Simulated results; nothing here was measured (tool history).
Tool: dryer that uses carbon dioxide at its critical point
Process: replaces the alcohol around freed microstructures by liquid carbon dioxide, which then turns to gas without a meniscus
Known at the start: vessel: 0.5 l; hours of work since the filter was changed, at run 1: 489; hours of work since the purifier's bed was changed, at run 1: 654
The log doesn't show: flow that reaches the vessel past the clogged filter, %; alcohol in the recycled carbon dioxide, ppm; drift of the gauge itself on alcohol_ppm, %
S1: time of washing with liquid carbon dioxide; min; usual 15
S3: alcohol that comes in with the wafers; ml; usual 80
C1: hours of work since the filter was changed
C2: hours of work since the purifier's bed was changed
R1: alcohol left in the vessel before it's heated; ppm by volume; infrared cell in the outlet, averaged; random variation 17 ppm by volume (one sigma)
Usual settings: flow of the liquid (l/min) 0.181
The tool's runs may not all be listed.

{"run": 1, "hour": 0.0, "S1": 15, "flow of the liquid (l/min)": 0.181, "S3": 80, "C1": 489, "C2": 654, "R1": 2094}
{"run": 2, "hour": 28.9, "S1": 15, "flow of the liquid (l/min)": 0.181, "S3": 80, "C1": 510, "C2": 674, "R1": 2210}
{"hour": 40.0, "done": "inlet filter changed"}
{"hour": 57.2, "done": "purifier's bed changed"}
{"run": 3, "hour": 66.1, "S1": 15, "flow of the liquid (l/min)": 0.181, "S3": 80, "C1": 16, "C2": 6, "R1": 1084}
{"run": 4, "hour": 121.5, "S1": 15, "flow of the liquid (l/min)": 0.136, "S3": 80, "C1": 55, "C2": 45, "R1": 4223}
{"run": 5, "hour": 171.5, "S1": 15, "flow of the liquid (l/min)": 0.136, "S3": 80, "C1": 90, "C2": 80, "R1": 4189}
{"run": 6, "hour": 212.3, "S1": 15, "flow of the liquid (l/min)": 0.181, "S3": 80, "C1": 119, "C2": 109, "R1": 1233}
{"run": 7, "hour": 237.9, "S1": 15, "flow of the liquid (l/min)": 0.181, "S3": 80, "C1": 137, "C2": 127, "R1": 1336}
{"run": 8, "hour": 276.1, "S1": 15, "flow of the liquid (l/min)": 0.181, "S3": 80, "C1": 164, "C2": 154, "R1": 1283}
{"run": 9, "hour": 320.3, "S1": 15, "flow of the liquid (l/min)": 0.181, "S3": 80, "C1": 195, "C2": 185, "R1": 1367}
{"run": 10, "hour": 351.1, "S1": 15, "flow of the liquid (l/min)": 0.181, "S3": 80, "C1": 216, "C2": 206, "R1": 1427}
{"run": 11, "hour": 390.7, "S1": 15, "flow of the liquid (l/min)": 0.181, "S3": 80, "C1": 244, "C2": 234, "R1": 1467}
{"run": 12, "hour": 425.5, "S1": 15, "flow of the liquid (l/min)": 0.181, "S3": 80, "C1": 269, "C2": 259, "R1": 1506}
{"run": 13, "hour": 474.9, "S1": 15, "flow of the liquid (l/min)": 0.181, "S3": 80, "C1": 303, "C2": 293, "R1": 1585}
{"run": 14, "hour": 514.3, "S1": 19, "flow of the liquid (l/min)": 0.181, "S3": 80, "C1": 331, "C2": 321, "R1": 545}
{"run": 15, "hour": 568.5, "S1": 19, "flow of the liquid (l/min)": 0.181, "S3": 80, "C1": 369, "C2": 359, "R1": 576}
{"run": 16, "hour": 597.3, "S1": 19, "flow of the liquid (l/min)": 0.181, "S3": 80, "C1": 389, "C2": 379, "R1": 579}
{"run": 17, "hour": 630.1, "S1": 15, "flow of the liquid (l/min)": 0.181, "S3": 80, "C1": 412, "C2": 402, "R1": 1758}
{"run": 18, "hour": 665.4, "S1": 15, "flow of the liquid (l/min)": 0.163, "S3": 80, "C1": 437, "C2": 427, "R1": 2882}
{"run": 19, "hour": 694.6, "S1": 15, "flow of the liquid (l/min)": 0.163, "S3": 80, "C1": 458, "C2": 448, "R1": 2931}
{"run": 20, "hour": 721.0, "S1": 15, "flow of the liquid (l/min)": 0.163, "S3": 80, "C1": 476, "C2": 466, "R1": 2954}
{"run": 21, "hour": 765.7, "S1": 15, "flow of the liquid (l/min)": 0.129, "S3": 80, "C1": 508, "C2": 498, "R1": 7219}
{"hour": 780.8, "done": "inlet filter changed"}
{"run": 22, "hour": 816.2, "S1": 10, "flow of the liquid (l/min)": 0.181, "S3": 80, "C1": 25, "C2": 532, "R1": 6146}
{"run": 23, "hour": 847.9, "S1": 15, "flow of the liquid (l/min)": 0.306, "S3": 80, "C1": 47, "C2": 555, "R1": 181}
{"run": 24, "hour": 887.4, "S1": 14, "flow of the liquid (l/min)": 0.158, "S3": 43, "C1": 75, "C2": 582, "R1": 1785}
{"run": 25, "hour": 910.9, "S1": 14, "flow of the liquid (l/min)": 0.244, "S3": 43, "C1": 91, "C2": 599, "R1": 347}
{"run": 26, "hour": 937.2, "S1": 14, "flow of the liquid (l/min)": 0.244, "S3": 43, "C1": 110, "C2": 617, "R1": 338}
{"run": 27, "hour": 962.8, "S1": 10, "flow of the liquid (l/min)": 0.155, "S3": 43, "C1": 128, "C2": 635, "R1": 5680}
{"run": 28, "hour": 1004.4, "S1": 15, "flow of the liquid (l/min)": 0.181, "S3": 23, "C1": 157, "C2": 665, "R1": 557}
{"hour": 1043.6, "done": "purifier's bed changed"}
{"run": 29, "hour": 1051.2, "S1": 15, "flow of the liquid (l/min)": 0.181, "S3": 23, "C1": 188, "C2": 5, "R1": 404}
{"run": 30, "hour": 1092.6, "S1": 15, "flow of the liquid (l/min)": 0.181, "S3": 23, "C1": 217, "C2": 34, "R1": 412}
{"run": 31, "hour": 1145.1, "S1": 15, "flow of the liquid (l/min)": 0.181, "S3": 23, "C1": 254, "C2": 71, "R1": 450}
{"run": 32, "hour": 1178.8, "S1": 15, "flow of the liquid (l/min)": 0.138, "S3": 80, "C1": 277, "C2": 95, "R1": 4651}
{"run": 33, "hour": 1226.8, "S1": 15, "flow of the liquid (l/min)": 0.138, "S3": 80, "C1": 311, "C2": 129, "R1": 4942}
{"run": 34, "hour": 1268.7, "S1": 15, "flow of the liquid (l/min)": 0.138, "S3": 80, "C1": 341, "C2": 158, "R1": 5121}
{"run": 35, "hour": 1292.0, "S1": 15, "flow of the liquid (l/min)": 0.138, "S3": 27, "C1": 357, "C2": 174, "R1": 1692}
{"run": 36, "hour": 1336.4, "S1": 16, "flow of the liquid (l/min)": 0.181, "S3": 40, "C1": 388, "C2": 206, "R1": 679}
{"run": 37, "hour": 1375.8, "S1": 16, "flow of the liquid (l/min)": 0.158, "S3": 85, "C1": 416, "C2": 233, "R1": 2660}
{"run": 38, "hour": 1425.1, "S1": 14, "flow of the liquid (l/min)": 0.181, "S3": 80, "C1": 450, "C2": 268, "R1": 2534}
{"run": 39, "hour": 1451.1, "S1": 19, "flow of the liquid (l/min)": 0.293, "S3": 119, "C1": 469, "C2": 286, "R1": 105}
{"run": 40, "hour": 1486.2, "S1": 19, "flow of the liquid (l/min)": 0.181, "S3": 82, "C1": 493, "C2": 311, "R1": 705}
{"run": 41, "hour": 1511.3, "S1": 15, "flow of the liquid (l/min)": 0.142, "S3": 50, "C1": 511, "C2": 328, "R1": 3409}
{"hour": 1524.3, "done": "inlet filter changed"}
{"run": 42, "hour": 1541.0, "S1": 21, "flow of the liquid (l/min)": 0.204, "S3": 57, "C1": 12, "C2": 349, "R1": 138}
{"run": 43, "hour": 1578.0, "S1": 15, "flow of the liquid (l/min)": 0.255, "S3": 80, "C1": 38, "C2": 375, "R1": 233}
{"run": 44, "hour": 1600.9, "S1": 15, "flow of the liquid (l/min)": 0.255, "S3": 80, "C1": 54, "C2": 391, "R1": 239}
{"run": 45, "hour": 1647.7, "S1": 15, "flow of the liquid (l/min)": 0.255, "S3": 80, "C1": 87, "C2": 424, "R1": 256}
{"run": 46, "hour": 1697.1, "S1": 15, "flow of the liquid (l/min)": 0.255, "S3": 80, "C1": 121, "C2": 458, "R1": 274}

4 ways to go on from here, each from the tool as it stands after run 46. What would each give?
{"run": "A", "hour": 1728.9, "S1": 11, "flow of the liquid (l/min)": 0.167, "S3": 80, "C1": 144, "C2": 481, "R1": "?"}
{"run": "B", "hour": 1728.9, "S1": 11, "flow of the liquid (l/min)": 0.255, "S3": 80, "C1": 144, "C2": 481, "R1": "?"}
{"run": "C", "hour": 1728.9, "S1": 15, "flow of the liquid (l/min)": 0.255, "S3": 39, "C1": 144, "C2": 481, "R1": "?"}
{"run": "D", "hour": 1728.9, "S1": 15, "flow of the liquid (l/min)": 0.109, "S3": 80, "C1": 144, "C2": 481, "R1": "?"}

run=A R1=6277
run=B R1=1124
run=C R1=197
run=D R1=9360
Without the tool's hidden state the same runs would have given:
run=A R1=5485
run=B R1=840
run=C R1=59
run=D R1=8352
